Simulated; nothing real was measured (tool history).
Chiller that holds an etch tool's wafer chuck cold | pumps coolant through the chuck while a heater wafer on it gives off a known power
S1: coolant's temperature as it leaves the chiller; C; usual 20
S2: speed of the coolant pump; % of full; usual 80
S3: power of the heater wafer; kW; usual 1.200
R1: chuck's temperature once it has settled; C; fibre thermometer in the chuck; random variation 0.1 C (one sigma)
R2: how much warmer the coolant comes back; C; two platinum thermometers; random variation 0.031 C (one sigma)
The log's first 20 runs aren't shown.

run 21 hour=808.3 | S1=24 S2=80 S3=1.673 | R1=34.3 R2=3.97
run 22 hour=864.1 | S1=14 S2=64 S3=0.724 | R1=19.6 R2=2.22
run 23 hour=890.5 | S1=14 S2=97 S3=0.706 | R1=17.3 R2=1.39
run 24 hour=916.4 | S1=26 S2=80 S3=1.016 | R1=32.1 R2=2.40
run 25 hour=944.7 | S1=26 S2=80 S3=1.016 | R1=32.3 R2=2.42
run 26 hour=980.6 | S1=17 S2=67 S3=1.611 | R1=29.5 R2=4.69
run 27 hour=1034.6 | S1=17 S2=80 S3=1.697 | R1=27.9 R2=4.09
run 28 hour=1082.1 | S1=17 S2=80 S3=1.697 | R1=27.8 R2=4.05
run 29 hour=1105.4 | S1=20 S2=82 S3=1.200 | R1=27.1 R2=2.82
run 30 hour=1151.7 | S1=21 S2=82 S3=0.878 | R1=26.1 R2=2.09
run 31 hour=1196.8 | S1=21 S2=82 S3=0.878 | R1=26.3 R2=2.06

Forecast each of these 5 alternatives for the next run:
run A hour=1223.2 | S1=13 S2=97 S3=0.636 | R1=? R2=?
run B hour=1223.2 | S1=22 S2=92 S3=0.843 | R1=? R2=?
run C hour=1223.2 | S1=21 S2=89 S3=0.878 | R1=? R2=?
run D hour=1223.2 | S1=25 S2=65 S3=1.429 | R1=? R2=?
run E hour=1223.2 | S1=20 S2=84 S3=1.100 | R1=? R2=?

run=A R1=16.0 R2=1.26
run=B R1=26.5 R2=1.80
run=C R1=25.6 R2=1.85
run=D R1=36.5 R2=4.39
run=E R1=26.5 R2=2.52
Without the tool's hidden state the same runs would have given:
run=A R1=16.5 R2=1.24
run=B R1=26.9 R2=1.77
run=C R1=26.0 R2=1.82
run=D R1=36.5 R2=4.33
run=E R1=26.8 R2=2.48

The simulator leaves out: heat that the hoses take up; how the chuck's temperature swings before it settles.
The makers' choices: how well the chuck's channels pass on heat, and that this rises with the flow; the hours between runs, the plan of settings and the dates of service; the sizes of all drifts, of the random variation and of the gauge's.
